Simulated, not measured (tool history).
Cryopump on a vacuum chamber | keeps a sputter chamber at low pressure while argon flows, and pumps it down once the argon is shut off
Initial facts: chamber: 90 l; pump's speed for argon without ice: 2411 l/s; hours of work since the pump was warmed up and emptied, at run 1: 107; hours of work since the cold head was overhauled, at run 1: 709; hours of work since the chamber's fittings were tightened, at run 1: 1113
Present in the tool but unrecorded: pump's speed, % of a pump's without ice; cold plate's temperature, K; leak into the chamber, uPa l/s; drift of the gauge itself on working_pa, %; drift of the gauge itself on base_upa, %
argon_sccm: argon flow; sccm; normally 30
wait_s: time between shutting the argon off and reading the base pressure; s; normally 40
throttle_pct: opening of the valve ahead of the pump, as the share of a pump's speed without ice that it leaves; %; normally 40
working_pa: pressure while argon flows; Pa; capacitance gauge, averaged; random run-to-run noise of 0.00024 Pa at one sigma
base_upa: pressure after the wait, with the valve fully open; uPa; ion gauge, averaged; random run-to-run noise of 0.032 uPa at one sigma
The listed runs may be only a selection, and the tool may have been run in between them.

run	day	argon_sccm	wait_s	throttle_pct	hours of work since the pump was warmed up and emptied	hours of work since the cold head was overhauled	hours of work since the chamber's fittings were tightened	working_pa	base_upa
1	0	30	40	40	107	709	1113	0.0535	2.36
2	0.85	30	40	40	124	727	1130	0.0533	2.33
3	2.154	30	40	40	151	754	1157	0.0534	2.34
4	3.242	30	40	40	174	776	1180	0.0534	2.46
5	4.229	30	40	40	194	797	1200	0.0536	2.44
6	5.083	30	40	39	212	814	1218	0.0547	2.45
7	5.992	30	40	39	231	833	1237	0.0554	2.41
8	7.112	30	40	39	254	856	1260	0.056	2.41
9	8.817	30	40	21	289	892	1296	0.1021	2.47
10	9.888	30	40	21	312	914	1318	0.1024	2.52
11	11.442	30	40	21	344	946	1350	0.1023	2.59
12	13.283	20	40	21	382	984	1388	0.0685	2.51
13	14.283	20	40	21	403	1005	1409	0.0684	2.54
14	15.925	30	40	40	437	1039	1443	0.0553	2.67
15	16.988	30	40	40	459	1061	1465	0.0558	2.62
16	18.558	30	40	40	491	1094	1498	0.0558	2.65
17	19.488	17	40	36	511	1113	1517	0.0348	2.62
18	20.408	17	40	36	530	1132	1536	0.0349	2.65
19	21.238	17	40	36	547	1149	1553	0.0354	2.7
20	22.996	17	40	36	583	1186	1590	0.0352	2.74
# day 23.367: pump warmed up, emptied and cooled again
21	24.917	53	40	25	32	1221	1625	0.15	2.53
22	25.767	33	40	40	50	1239	1643	0.0585	2.67
23	26.925	30	116	27	74	1263	1667	0.0784	1.69
24	28.417	13	116	22	105	1294	1698	0.0419	1.67
25	30.204	39	227	48	142	1331	1735	0.0582	1.45
26	31.642	31	42	40	172	1361	1764	0.0556	2.73
27	33.5	36	40	40	210	1399	1803	0.0648	2.75
28	34.267	17	38	40	226	1415	1819	0.0305	2.88
29	36.071	15	56	29	263	1452	1856	0.0371	2.41
30	37.75	30	120	40	298	1487	1891	0.0547	1.81

Alternative continuations, all from the tool just after run 30; predict every row:
A	39.025	45	48	34	325	1514	1918	?	?
B	39.025	30	40	40	325	1514	1918	?	?
C	39.025	45	39	20	325	1514	1918	?	?

run	working_pa	base_upa
A	0.0961	2.64
B	0.0543	2.85
C	0.1611	2.98
The same runs, with their run-to-run variation unchanged, on a tool lacking any hidden condition would have given:
run	working_pa	base_upa
A	0.0929	1.4
B	0.0523	1.62
C	0.158	1.73
